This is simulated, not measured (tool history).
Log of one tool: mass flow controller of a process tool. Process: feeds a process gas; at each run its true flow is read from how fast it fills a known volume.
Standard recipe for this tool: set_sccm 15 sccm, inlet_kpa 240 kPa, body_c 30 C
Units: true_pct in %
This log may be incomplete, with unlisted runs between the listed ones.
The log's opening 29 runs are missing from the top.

run      day  set_sccm  inlet_kpa  body_c  hours of work since the controller was set to zero  hours of work since the controller was changed  true_pct
 30  200.879        38        171      22                                                 940                                            9266    103.78
 31  210.629        38        209      28                                                1096                                            9421    103.69
 32  215.629        26        210      26                                                1175                                            9501    103.12
 33   225.35        26        210      26                                                1330                                            9656    103.07
 34  231.196        26        179      33                                                1423                                            9749    102.88
 35  240.621        15        259      27                                                1573                                            9899    102.93
 36  248.042        47        249      27                                                1691                                           10017    104.71
 37  256.079        47        184      23                                                1819                                           10144    104.85
 38  260.146        47        184      23                                                1883                                           10209    104.92
 39  268.542        46        177      40                                                2017                                           10343    104.27
     274.354  -- controller exchanged for a calibrated one
 40  277.117        46        177      40                                                  44                                              44     99.05
 41  283.979        13        177      29                                                 153                                             153     97.51
 42  291.671        15        240      32                                                 276                                             276     97.62

Here are 4 independent what-if runs from the current tool condition. What would each one return?
  A  297.442        15        240      24                                                 367                                             367         ?
  B  297.442        15        240      28                                                 367                                             367         ?
  C  297.442        10        240      24                                                 367                                             367         ?
  D  297.442        19        206      25                                                 367                                             367         ?

run  true_pct
  A     97.95
  B     97.93
  C     97.67
  D     98.21
With no hidden state in the tool, these same runs would have given:
run  true_pct
  A     97.61
  B     97.59
  C     97.22
  D     97.92

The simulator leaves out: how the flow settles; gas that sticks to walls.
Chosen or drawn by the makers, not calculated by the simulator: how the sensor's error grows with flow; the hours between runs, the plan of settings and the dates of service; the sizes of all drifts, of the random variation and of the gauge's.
